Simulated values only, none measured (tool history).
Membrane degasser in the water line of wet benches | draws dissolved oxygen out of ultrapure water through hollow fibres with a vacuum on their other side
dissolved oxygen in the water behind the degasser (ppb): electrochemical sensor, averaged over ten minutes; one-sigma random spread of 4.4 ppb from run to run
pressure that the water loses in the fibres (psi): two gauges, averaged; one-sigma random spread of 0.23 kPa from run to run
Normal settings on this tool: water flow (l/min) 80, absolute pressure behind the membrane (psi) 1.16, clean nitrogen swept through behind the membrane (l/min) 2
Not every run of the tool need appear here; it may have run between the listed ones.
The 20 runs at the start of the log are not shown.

run,hour,water flow (l/min),absolute pressure behind the membrane (psi),clean nitrogen swept through behind the membrane (l/min),dissolved oxygen in the water behind the degasser (ppb),pressure that the water loses in the fibres (psi)
21,2056.6,50,0.772,2.89,114.5,5.758
22,2209.3,50,0.772,2.89,117.1,5.765
23,2309.8,50,0.772,2.89,115.5,5.712
24,2421.1,75,1.574,4.49,355.6,8.578
25,2530.4,62,1.16,2,359.1,7.076
26,2640.5,62,1.16,0.91,597.5,7.108
27,2770.6,113,1.279,1.56,814.6,12.997
28,2886.7,113,1.279,1.56,819.7,13.004
29,2968.9,113,1.279,1.56,829.9,12.998
30,3041,78,0.753,2.93,201.9,9.03
31,3190.7,78,0.753,2.93,201.2,8.971
32,3322.1,78,0.753,1.96,250.1,8.989

Branching from run 32: 3 alternative next runs. What would each branch give?
A,3481.3,78,0.753,2.44,?,?
B,3481.3,94,1.313,1.52,?,?
C,3481.3,78,1.398,1.25,?,?

run,dissolved oxygen in the water behind the degasser (ppb),pressure that the water loses in the fibres (psi)
A,225.3,9.068
B,736.3,10.976
C,768.3,8.994
With no hidden state in the tool, these same runs would have given:
run,dissolved oxygen in the water behind the degasser (ppb),pressure that the water loses in the fibres (psi)
A,197.1,8.537
B,701.4,10.332
C,740,8.467
